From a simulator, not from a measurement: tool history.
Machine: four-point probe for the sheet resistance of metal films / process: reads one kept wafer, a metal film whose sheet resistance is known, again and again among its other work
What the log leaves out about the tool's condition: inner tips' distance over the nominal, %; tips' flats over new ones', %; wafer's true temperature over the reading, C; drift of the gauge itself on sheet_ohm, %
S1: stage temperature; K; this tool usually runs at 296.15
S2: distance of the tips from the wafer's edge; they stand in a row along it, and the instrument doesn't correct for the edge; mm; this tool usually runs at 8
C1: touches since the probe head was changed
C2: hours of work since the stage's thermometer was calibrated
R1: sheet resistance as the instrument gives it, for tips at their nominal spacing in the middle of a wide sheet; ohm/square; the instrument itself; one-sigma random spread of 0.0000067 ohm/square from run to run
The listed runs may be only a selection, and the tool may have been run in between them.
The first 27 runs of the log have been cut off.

{"run": 28, "hour": 2383.6, "S1": 307.15, "S2": 16, "C1": 109874, "C2": 86, "R1": 0.033257}
{"run": 29, "hour": 2455.3, "S1": 292.15, "S2": 35, "C1": 111502, "C2": 142, "R1": 0.033059}
{"run": 30, "hour": 2502.0, "S1": 292.15, "S2": 35, "C1": 112562, "C2": 178, "R1": 0.033058}
{"run": 31, "hour": 2560.3, "S1": 291.15, "S2": 51, "C1": 113887, "C2": 223, "R1": 0.033046}
{"run": 32, "hour": 2645.1, "S1": 295.15, "S2": 6, "C1": 115812, "C2": 289, "R1": 0.03384}
{"run": 33, "hour": 2704.8, "S1": 295.15, "S2": 6, "C1": 117169, "C2": 335, "R1": 0.033852}
{"run": 34, "hour": 2763.5, "S1": 295.15, "S2": 6, "C1": 118502, "C2": 381, "R1": 0.033849}
{"run": 35, "hour": 2864.3, "S1": 295.15, "S2": 6, "C1": 120791, "C2": 459, "R1": 0.033854}
{"run": 36, "hour": 2974.9, "S1": 301.15, "S2": 8, "C1": 123304, "C2": 545, "R1": 0.033554}
{"run": 37, "hour": 3038.3, "S1": 299.15, "S2": 69, "C1": 124742, "C2": 594, "R1": 0.033081}
{"run": 38, "hour": 3088.5, "S1": 299.15, "S2": 69, "C1": 125882, "C2": 633, "R1": 0.033109}
{"run": 39, "hour": 3159.9, "S1": 299.15, "S2": 69, "C1": 127505, "C2": 688, "R1": 0.033097}
{"run": 40, "hour": 3210.9, "S1": 303.15, "S2": 5, "C1": 128663, "C2": 727, "R1": 0.034228}
{"run": 41, "hour": 3269.1, "S1": 294.15, "S2": 5, "C1": 129984, "C2": 773, "R1": 0.034162}
{"run": 42, "hour": 3351.8, "S1": 294.15, "S2": 5, "C1": 131862, "C2": 837, "R1": 0.034173}
{"run": 43, "hour": 3459.1, "S1": 303.15, "S2": 9, "C1": 134299, "C2": 920, "R1": 0.033486}
{"run": 44, "hour": 3535.1, "S1": 303.15, "S2": 3, "C1": 136026, "C2": 979, "R1": 0.036026}
{"run": 45, "hour": 3623.5, "S1": 293.15, "S2": 8, "C1": 138034, "C2": 1047, "R1": 0.033496}

Consider 3 possible next runs. They are alternatives, not a sequence: every one starts from the tool as it was left by run 45. What does each give?
{"run": "A", "hour": 3705.0, "S1": 299.15, "S2": 23, "C1": 139884, "C2": 1110, "R1": "?"}
{"run": "B", "hour": 3705.0, "S1": 302.15, "S2": 8, "C1": 139884, "C2": 1110, "R1": "?"}
{"run": "C", "hour": 3705.0, "S1": 298.15, "S2": 59, "C1": 139884, "C2": 1110, "R1": "?"}

run=A R1=0.033170
run=B R1=0.033558
run=C R1=0.033092
Without the tool's hidden state the same runs would have given:
run=A R1=0.032989
run=B R1=0.033375
run=C R1=0.032911

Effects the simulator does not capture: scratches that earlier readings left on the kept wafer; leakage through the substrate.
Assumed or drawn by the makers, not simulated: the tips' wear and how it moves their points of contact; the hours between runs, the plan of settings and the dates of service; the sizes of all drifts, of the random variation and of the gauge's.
